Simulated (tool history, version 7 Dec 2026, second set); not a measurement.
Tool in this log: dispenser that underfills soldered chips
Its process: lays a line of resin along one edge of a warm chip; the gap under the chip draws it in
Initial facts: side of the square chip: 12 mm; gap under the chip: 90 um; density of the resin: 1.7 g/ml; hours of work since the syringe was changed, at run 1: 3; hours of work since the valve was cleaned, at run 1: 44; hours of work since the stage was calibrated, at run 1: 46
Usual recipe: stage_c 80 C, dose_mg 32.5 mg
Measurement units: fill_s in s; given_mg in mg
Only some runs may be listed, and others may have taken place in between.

run,hour,stage_c,dose_mg,hours of work since the syringe was changed,hours of work since the valve was cleaned,hours of work since the stage was calibrated,fill_s,given_mg
1,0,80,32.5,3,44,46,96.2,31.09
2,4.7,80,32.5,6,47,49,116.3,31.09
# hour 7.2: new syringe of resin
3,8.3,80,32.5,1,50,52,85,30.69
4,10.9,80,32.5,3,52,54,92.4,30.58
5,14,91,32.5,5,54,56,77,30.78
6,16.8,91,32.5,7,56,58,86.2,30.55
# hour 18.3: new syringe of resin
7,20.6,80,38.3,2,59,61,89.2,35.87
8,24.5,80,38.3,5,62,64,100.6,35.87
9,27.3,70,32.5,7,64,66,158.8,30.5
# hour 29.5: new syringe of resin
10,30.6,80,32.5,1,66,68,88.7,30.39
11,33.5,80,32.5,3,68,70,97.1,30.1
12,37,89,32.5,6,71,72,86.5,30.1
13,39.8,74,27.8,8,73,75,163.8,25.75
# hour 40.7: new syringe of resin
14,43.4,88,29.4,2,75,77,74.1,27.18
# hour 48.7: dispensing valve cleaned and set on the balance
15,49.2,75,30.6,5,0,80,130.1,30.53
# hour 52.9: new syringe of resin
16,53.7,75,30,1,3,84,96.4,29.84
17,57.1,72,37.1,3,6,86,120.7,36.73
18,61.2,74,36.2,6,9,89,132.2,35.98
# hour 64.2: new syringe of resin
19,64.4,73,30.9,0,11,91,103.1,30.57
20,68,73,30.9,3,14,94,119.6,30.46
21,71.9,86,30.1,6,17,97,94.8,29.48

Alternative continuations, all from the tool just after run 21; predict every row:
A,74.2,88,32.5,7,18,98,?,?
B,74.2,89,37.8,7,18,98,?,?
C,74.2,89,32.5,7,18,98,?,?
D,74.2,76,32.6,7,18,98,?,?

run,fill_s,given_mg
A,95.5,31.76
B,91.7,37.28
C,91.8,32.06
D,139.5,32.09
What these runs would have given with no unlogged condition in the tool:
run,fill_s,given_mg
A,61.2,32.41
B,58.8,38.05
C,58.7,32.72
D,89,32.76

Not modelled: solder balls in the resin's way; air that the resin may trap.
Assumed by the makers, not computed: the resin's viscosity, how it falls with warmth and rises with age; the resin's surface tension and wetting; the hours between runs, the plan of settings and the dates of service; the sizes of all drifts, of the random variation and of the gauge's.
